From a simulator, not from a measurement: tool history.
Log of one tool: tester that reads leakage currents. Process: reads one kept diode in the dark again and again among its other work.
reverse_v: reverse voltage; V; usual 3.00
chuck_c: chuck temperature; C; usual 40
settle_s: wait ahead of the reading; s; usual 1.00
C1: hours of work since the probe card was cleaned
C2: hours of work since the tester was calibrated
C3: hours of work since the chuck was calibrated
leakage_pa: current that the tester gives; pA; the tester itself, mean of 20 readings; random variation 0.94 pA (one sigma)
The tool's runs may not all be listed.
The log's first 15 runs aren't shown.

{"run": 16, "hour": 314.6, "reverse_v": 3.0, "chuck_c": 40, "settle_s": 1.0, "C1": 276, "C2": 828, "C3": 197, "leakage_pa": 312.63}
{"run": 17, "hour": 334.4, "reverse_v": 3.0, "chuck_c": 40, "settle_s": 2.34, "C1": 286, "C2": 837, "C3": 207, "leakage_pa": 312.37}
{"run": 18, "hour": 363.9, "reverse_v": 3.0, "chuck_c": 40, "settle_s": 2.34, "C1": 300, "C2": 852, "C3": 221, "leakage_pa": 312.5}
{"run": 19, "hour": 386.2, "reverse_v": 3.0, "chuck_c": 40, "settle_s": 2.34, "C1": 311, "C2": 862, "C3": 232, "leakage_pa": 312.57}
{"run": 20, "hour": 407.8, "reverse_v": 3.0, "chuck_c": 40, "settle_s": 2.8, "C1": 321, "C2": 873, "C3": 242, "leakage_pa": 313.16}
{"run": 21, "hour": 425.5, "reverse_v": 3.26, "chuck_c": 43, "settle_s": 2.8, "C1": 330, "C2": 881, "C3": 251, "leakage_pa": 398.93}
{"run": 22, "hour": 441.9, "reverse_v": 4.64, "chuck_c": 59, "settle_s": 1.0, "C1": 337, "C2": 889, "C3": 258, "leakage_pa": 1332.96}
{"run": 23, "hour": 467.6, "reverse_v": 4.64, "chuck_c": 30, "settle_s": 0.77, "C1": 350, "C2": 902, "C3": 271, "leakage_pa": 180.68}
{"run": 24, "hour": 485.1, "reverse_v": 2.56, "chuck_c": 57, "settle_s": 1.0, "C1": 358, "C2": 910, "C3": 279, "leakage_pa": 917.43}
{"run": 25, "hour": 514.4, "reverse_v": 1.58, "chuck_c": 26, "settle_s": 2.58, "C1": 372, "C2": 924, "C3": 293, "leakage_pa": 84.11}
{"run": 26, "hour": 530.3, "reverse_v": 3.0, "chuck_c": 34, "settle_s": 0.63, "C1": 380, "C2": 932, "C3": 301, "leakage_pa": 202.22}
{"run": 27, "hour": 547.1, "reverse_v": 2.66, "chuck_c": 43, "settle_s": 7.57, "C1": 388, "C2": 940, "C3": 309, "leakage_pa": 368.14}
{"run": 28, "hour": 571.0, "reverse_v": 2.66, "chuck_c": 43, "settle_s": 7.57, "C1": 400, "C2": 951, "C3": 321, "leakage_pa": 368.35}
{"run": 29, "hour": 589.7, "reverse_v": 3.0, "chuck_c": 37, "settle_s": 0.46, "C1": 409, "C2": 960, "C3": 330, "leakage_pa": 253.69}
{"run": 30, "hour": 614.3, "reverse_v": 3.0, "chuck_c": 37, "settle_s": 0.46, "C1": 421, "C2": 972, "C3": 342, "leakage_pa": 253.04}
{"run": 31, "hour": 635.0, "reverse_v": 3.0, "chuck_c": 37, "settle_s": 1.99, "C1": 431, "C2": 982, "C3": 352, "leakage_pa": 253.6}
{"run": 32, "hour": 653.5, "reverse_v": 3.0, "chuck_c": 37, "settle_s": 1.99, "C1": 439, "C2": 991, "C3": 360, "leakage_pa": 252.42}
{"run": 33, "hour": 679.6, "reverse_v": 3.0, "chuck_c": 59, "settle_s": 1.99, "C1": 452, "C2": 1004, "C3": 373, "leakage_pa": 1112.45}
{"run": 34, "hour": 704.3, "reverse_v": 8.64, "chuck_c": 30, "settle_s": 1.0, "C1": 464, "C2": 1016, "C3": 385, "leakage_pa": 236.59}
{"run": 35, "hour": 731.4, "reverse_v": 1.8, "chuck_c": 30, "settle_s": 0.37, "C1": 477, "C2": 1029, "C3": 398, "leakage_pa": 122.0}
{"run": 36, "hour": 762.1, "reverse_v": 9.15, "chuck_c": 30, "settle_s": 6.6, "C1": 492, "C2": 1044, "C3": 413, "leakage_pa": 241.27}
{"run": 37, "hour": 784.5, "reverse_v": 10.33, "chuck_c": 32, "settle_s": 7.77, "C1": 503, "C2": 1054, "C3": 424, "leakage_pa": 294.12}
{"run": 38, "hour": 802.1, "reverse_v": 10.33, "chuck_c": 32, "settle_s": 7.77, "C1": 511, "C2": 1063, "C3": 432, "leakage_pa": 294.57}
{"run": 39, "hour": 830.1, "reverse_v": 1.75, "chuck_c": 40, "settle_s": 1.0, "C1": 525, "C2": 1076, "C3": 446, "leakage_pa": 249.75}
{"run": 40, "hour": 859.1, "reverse_v": 4.95, "chuck_c": 32, "settle_s": 1.0, "C1": 539, "C2": 1090, "C3": 460, "leakage_pa": 216.41}

3 ways to go on from here, each from the tool as it stands after run 40. What would each give?
{"run": "A", "hour": 873.8, "reverse_v": 3.0, "chuck_c": 55, "settle_s": 8.18, "C1": 546, "C2": 1098, "C3": 467, "leakage_pa": "?"}
{"run": "B", "hour": 873.8, "reverse_v": 4.95, "chuck_c": 53, "settle_s": 1.98, "C1": 546, "C2": 1098, "C3": 467, "leakage_pa": "?"}
{"run": "C", "hour": 873.8, "reverse_v": 3.0, "chuck_c": 43, "settle_s": 0.59, "C1": 546, "C2": 1098, "C3": 467, "leakage_pa": "?"}

run=A leakage_pa=859.66
run=B leakage_pa=936.35
run=C leakage_pa=387.93
Without the tool's hidden state the same runs would have given:
run=A leakage_pa=859.49
run=B leakage_pa=936.17
run=C leakage_pa=387.85
